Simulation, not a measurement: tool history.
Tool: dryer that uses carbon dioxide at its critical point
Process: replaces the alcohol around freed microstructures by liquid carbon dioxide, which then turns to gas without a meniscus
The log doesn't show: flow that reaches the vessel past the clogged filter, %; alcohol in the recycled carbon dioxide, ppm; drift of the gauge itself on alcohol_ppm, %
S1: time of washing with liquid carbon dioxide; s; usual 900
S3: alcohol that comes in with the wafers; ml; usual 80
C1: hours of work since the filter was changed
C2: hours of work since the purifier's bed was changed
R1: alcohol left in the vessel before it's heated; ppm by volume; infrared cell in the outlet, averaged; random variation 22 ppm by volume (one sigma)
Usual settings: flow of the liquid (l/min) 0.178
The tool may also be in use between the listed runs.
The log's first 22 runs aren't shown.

run 23 day=7.879 | S1=660 flow_of_the_liquid_(l/min)=0.218 S3=84 | C1=430 C2=173 | R1=3285
run 24 day=8.292 | S1=720 flow_of_the_liquid_(l/min)=0.269 S3=50 | C1=435 C2=178 | R1=542
run 25 day=8.675 | S1=720 flow_of_the_liquid_(l/min)=0.269 S3=50 | C1=440 C2=182 | R1=542
run 26 day=9.088 | S1=900 flow_of_the_liquid_(l/min)=0.170 S3=84 | C1=444 C2=187 | R1=2530
run 27 day=9.342 | S1=1260 flow_of_the_liquid_(l/min)=0.172 S3=36 | C1=447 C2=190 | R1=252
run 28 day=9.733 | S1=1260 flow_of_the_liquid_(l/min)=0.172 S3=36 | C1=452 C2=195 | R1=240
run 29 day=9.996 | S1=900 flow_of_the_liquid_(l/min)=0.175 S3=80 | C1=455 C2=198 | R1=2181
run 30 day=10.521 | S1=900 flow_of_the_liquid_(l/min)=0.175 S3=80 | C1=462 C2=204 | R1=2243

The next listed run, before its measurement:
run 31 day=10.833 | S1=660 flow_of_the_liquid_(l/min)=0.137 S3=38 | C1=465 C2=208 | R1=?

Run 31 gave R1 6434 ppm by volume.
Without the tool's hidden state the same run would have given R1 5339 ppm by volume.
